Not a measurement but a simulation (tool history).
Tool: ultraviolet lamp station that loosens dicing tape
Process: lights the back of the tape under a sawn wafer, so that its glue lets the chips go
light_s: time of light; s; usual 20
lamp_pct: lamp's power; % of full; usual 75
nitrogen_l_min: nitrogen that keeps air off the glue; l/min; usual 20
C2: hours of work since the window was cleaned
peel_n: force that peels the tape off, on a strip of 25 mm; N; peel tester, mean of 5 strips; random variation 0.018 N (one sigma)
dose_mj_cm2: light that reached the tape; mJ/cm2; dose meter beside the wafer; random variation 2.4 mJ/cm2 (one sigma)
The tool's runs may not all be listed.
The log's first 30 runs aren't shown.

Run 31, hour 614.6: usual settings but light_s 17 s, lamp_pct 90 % of full, nitrogen_l_min 7 l/min; hours of work of the lamp 451; C2 523. Result: peel_n 1.547 N, dose_mj_cm2 279 mJ/cm2.
Run 32, hour 643.4: usual settings but light_s 19 s; hours of work of the lamp 470; C2 541. Result: peel_n 0.908 N, dose_mj_cm2 257 mJ/cm2.
Run 33, hour 664.1: usual settings but light_s 19 s; hours of work of the lamp 483; C2 555. Result: peel_n 0.948 N, dose_mj_cm2 253 mJ/cm2.
Run 34, hour 686.2: usual settings but light_s 30 s, nitrogen_l_min 6 l/min; hours of work of the lamp 497; C2 569. Result: peel_n 0.987 N, dose_mj_cm2 407 mJ/cm2.
Run 35, hour 700.2: usual settings but light_s 12 s, lamp_pct 61 % of full, nitrogen_l_min 12 l/min; hours of work of the lamp 506; C2 578. Result: peel_n 2.602 N, dose_mj_cm2 134 mJ/cm2.
Run 36, hour 726.0: usual settings but light_s 14 s, lamp_pct 76 % of full, nitrogen_l_min 13 l/min; hours of work of the lamp 522; C2 594. Result: peel_n 1.723 N, dose_mj_cm2 191 mJ/cm2.
At hour 738.7: window cleaned of glue's vapour.
Run 37, hour 749.6: usual settings but light_s 14 s, lamp_pct 76 % of full, nitrogen_l_min 13 l/min; hours of work of the lamp 537; C2 7. Result: peel_n 1.809 N, dose_mj_cm2 193 mJ/cm2.
Run 38, hour 778.8: usual settings but light_s 14 s, lamp_pct 76 % of full, nitrogen_l_min 13 l/min; hours of work of the lamp 556; C2 26. Result: peel_n 1.711 N, dose_mj_cm2 197 mJ/cm2.
Run 39, hour 798.0: usual settings but light_s 14 s, lamp_pct 76 % of full, nitrogen_l_min 13 l/min; hours of work of the lamp 568; C2 38. Result: peel_n 1.831 N, dose_mj_cm2 198 mJ/cm2.
Run 40, hour 815.2: usual settings but light_s 24 s, lamp_pct 68 % of full, nitrogen_l_min 10 l/min; hours of work of the lamp 579; C2 49. Result: peel_n 1.174 N, dose_mj_cm2 299 mJ/cm2.
Run 41, hour 841.2: usual settings but light_s 24 s, lamp_pct 68 % of full, nitrogen_l_min 10 l/min; hours of work of the lamp 596; C2 66. Result: peel_n 1.217 N, dose_mj_cm2 293 mJ/cm2.
Run 42, hour 856.8: usual settings but light_s 24 s, lamp_pct 68 % of full, nitrogen_l_min 10 l/min; hours of work of the lamp 606; C2 76. Result: peel_n 1.201 N, dose_mj_cm2 300 mJ/cm2.
Run 43, hour 886.3: usual settings but light_s 24 s, lamp_pct 68 % of full, nitrogen_l_min 10 l/min; hours of work of the lamp 625; C2 95. Result: peel_n 1.189 N, dose_mj_cm2 294 mJ/cm2.

Forecast each of these 3 alternatives for the next run:
Run A, hour 902.7: usual settings but nitrogen_l_min 14 l/min; hours of work of the lamp 635; C2 105. Result: peel_n ?, dose_mj_cm2 ?.
Run B, hour 902.7: usual settings but light_s 24 s, lamp_pct 68 % of full, nitrogen_l_min 31 l/min; hours of work of the lamp 635; C2 105. Result: peel_n ?, dose_mj_cm2 ?.
Run C, hour 902.7: usual settings but nitrogen_l_min 30 l/min; hours of work of the lamp 635; C2 105. Result: peel_n ?, dose_mj_cm2 ?.

run  peel_n  dose_mj_cm2
  A   1.064          269
  B   0.585          294
  C   0.691          277
Without the tool's hidden state the same runs would have given:
run  peel_n  dose_mj_cm2
  A   1.057          270
  B   0.581          296
  C   0.686          278
